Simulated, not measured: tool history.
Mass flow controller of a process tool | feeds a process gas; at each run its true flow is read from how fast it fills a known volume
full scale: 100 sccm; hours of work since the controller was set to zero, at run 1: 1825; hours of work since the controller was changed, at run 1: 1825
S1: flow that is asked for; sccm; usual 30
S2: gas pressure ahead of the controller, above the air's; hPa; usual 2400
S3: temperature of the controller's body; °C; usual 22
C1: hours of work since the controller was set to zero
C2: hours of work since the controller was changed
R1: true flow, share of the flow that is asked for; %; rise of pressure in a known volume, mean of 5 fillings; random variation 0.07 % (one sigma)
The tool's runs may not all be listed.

run      day  S1    S2  S3    C1    C2     R1
  1    0.000  30  2400  22  1825  1825  96.79
  2    8.217  30  2400  33  1957  1957  97.77
  3   14.862  11  2400  22  2063  2063  94.15
  4   21.138  11  2400  22  2164  2164  93.98
  5   30.025  30  2400  22  2306  2306  96.31
  6   36.288  30  2400  34  2407  2407  97.31
  7   44.329  30  2400  34  2536  2536  97.22
  8   53.792  30  2400  34  2687  2687  97.03
  9   60.921  30  1520  34  2802  2802  97.43
 10   67.492  30  1520  34  2907  2907  97.58
 11   71.983  30  2400  22  2979  2979  95.74
 12   77.396  30  2400  38  3066  3066  96.96
 13   85.612  30  2400  38  3197  3197  96.91
 14   91.625  30  2090  22  3294  3294  95.72
 15   98.683  30  2090  22  3407  3407  95.58
 16  107.562  30  2400  22  3549  3549  95.23
 17  113.008  30  1400  22  3637  3637  95.94
 18  122.158  30  1410  22  3783  3783  95.58
 19  128.779  30  1410  22  3890  3890  95.68
 20  136.308  31  2400  22  4010  4010  94.85
 21  145.779  30  2400  22  4162  4162  94.63
 22  153.217  30  2400  22  4281  4281  94.41
 23  158.829  30  2400  22  4371  4371  94.42
 24  165.812  30  2400  22  4483  4483  94.28
 25  173.862  30  2400  22  4612  4612  94.13
 26  182.879  62  1880  36  4757  4757  97.48
 27  190.950  29  1750  24  4886  4886  94.58
 28  198.346  30  2210  22  5005  5005  94.04
 29  203.975  30  2210  22  5095  5095  93.92
 30  211.258  30  2210  22  5212  5212  93.76
 31  217.388  30  2680  38  5310  5310  94.72
 32  222.646  30  2680  38  5394  5394  94.73
 33  231.054  27  1920  38  5529  5529  94.71
 34  239.596  29  1520  27  5666  5666  94.07
 35  243.800  31  2580  33  5734  5734  94.12
 36  248.779  21  2290  27  5813  5813  92.03
 37  256.062  21  2290  27  5930  5930  91.90
 38  263.142  31  1430  22  6044  6044  93.75
 39  267.296  30  1430  28  6110  6110  94.15
 40  275.408  30  1430  28  6240  6240  93.94
 41  281.438  30  1430  28  6337  6337  93.92
     283.092  -- controller's zero set anew
 42  287.433  30  1430  28    70  6433  97.56
 43  292.675  64  1670  22   154  6517  97.12
 44  298.517  68  1670  22   247  6610  97.02
 45  306.500  68  2520  22   375  6738  96.29
 46  315.829  29  1490  22   525  6888  96.48
 47  325.092  29  1490  22   673  7037  96.24
 48  333.579  15  2400  30   809  7173  95.36
 49  339.179  23  1620  23   899  7262  95.90

The same runs without the tool's hidden state, with the same run-to-run variation:
The hidden state here: flow at rest that the sensor doesn't see, % of full scale; true flow over the shown one, %; drift of the gauge itself on true_pct, %.
run      R1
  1   98.67
  2   99.77
  3   98.45
  4   98.47
  5   98.63
  6   99.72
  7   99.76
  8   99.71
  9  100.21
 10  100.46
 11   98.69
 12   99.98
 13  100.06
 14   98.97
 15   98.93
 16   98.72
 17   99.50
 18   99.26
 19   99.46
 20   98.66
 21   98.67
 22   98.56
 23   98.66
 24   98.62
 25   98.59
 26  100.61
 27   99.39
 28   98.86
 29   98.84
 30   98.78
 31   99.83
 32   99.92
 33  100.39
 34   99.63
 35   99.52
 36   99.08
 37   99.08
 38   99.42
 39  100.00
 40   99.91
 41   99.98
 42  100.03
 43   99.58
 44   99.53
 45   98.88
 46   99.38
 47   99.28
 48   99.05
 49   99.32
